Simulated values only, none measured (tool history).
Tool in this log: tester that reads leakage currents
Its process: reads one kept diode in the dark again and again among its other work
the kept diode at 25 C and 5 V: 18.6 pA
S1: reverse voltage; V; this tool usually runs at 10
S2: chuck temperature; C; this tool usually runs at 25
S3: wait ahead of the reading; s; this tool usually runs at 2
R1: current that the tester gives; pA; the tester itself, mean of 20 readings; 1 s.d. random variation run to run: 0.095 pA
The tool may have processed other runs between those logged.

run     day    S1  S2    S3      R1
  1       0    10  25     2   33.44
  2   4.083    10  25     2    33.6
  3     6.4    10  50     2  208.64
  4   9.842    10  50     2  205.35
  5  12.917    10  25     2   33.45
  6  16.708    10  25  0.84   34.99
     17.583  -- chuck's temperature calibrated
  7  21.308    10  25     2   38.56
  8  24.304    10  25     2   38.42
  9  26.721    10  25     2   38.66
 10  29.667    10  25     2    38.3
     30.142  -- probe card cleaned and baked
 11  34.592    10  25     2   41.87
 12    37.1  12.3  25  0.39   53.33
 13  41.746  12.3  25  0.39   53.43
 14  44.808     1  56     2  112.36
 15  47.638     1  56     2  110.94
 16  51.767   1.9  48  6.52   79.62
 17  55.125   1.9  25  6.52   13.53
      59.35  -- probe card cleaned and baked, once more
     60.067  -- chuck's temperature calibrated
 18  60.283   1.9  25  6.52   11.88
 19  64.246   1.9  21  2.17    8.21
 20  67.379   3.6  33  1.86   32.64
 21  69.783   5.1  43  1.69   89.65

Difference, measured minus no-hidden-state, one row per run. Run-to-run variation is common to both terms; the gauge's own scatter need not be:
Hidden state present: stray current of the dirty probe card, pA a volt; current scale over the true one, %; true chuck temperature over the reading, C; drift of the gauge itself on leakage_pa, %.
run      R1
  1   +6.61
  2   +6.72
  3  -19.58
  4  -22.27
  5   +6.78
  6   +6.85
  7  +11.83
  8  +11.78
  9  +11.82
 10  +11.72
 11  +14.97
 12  +18.73
 13  +18.85
 14  -12.99
 15  -14.39
 16   -9.98
 17   +1.52
 18   -0.08
 19   -0.13
 20    -1.1
 21   -4.26
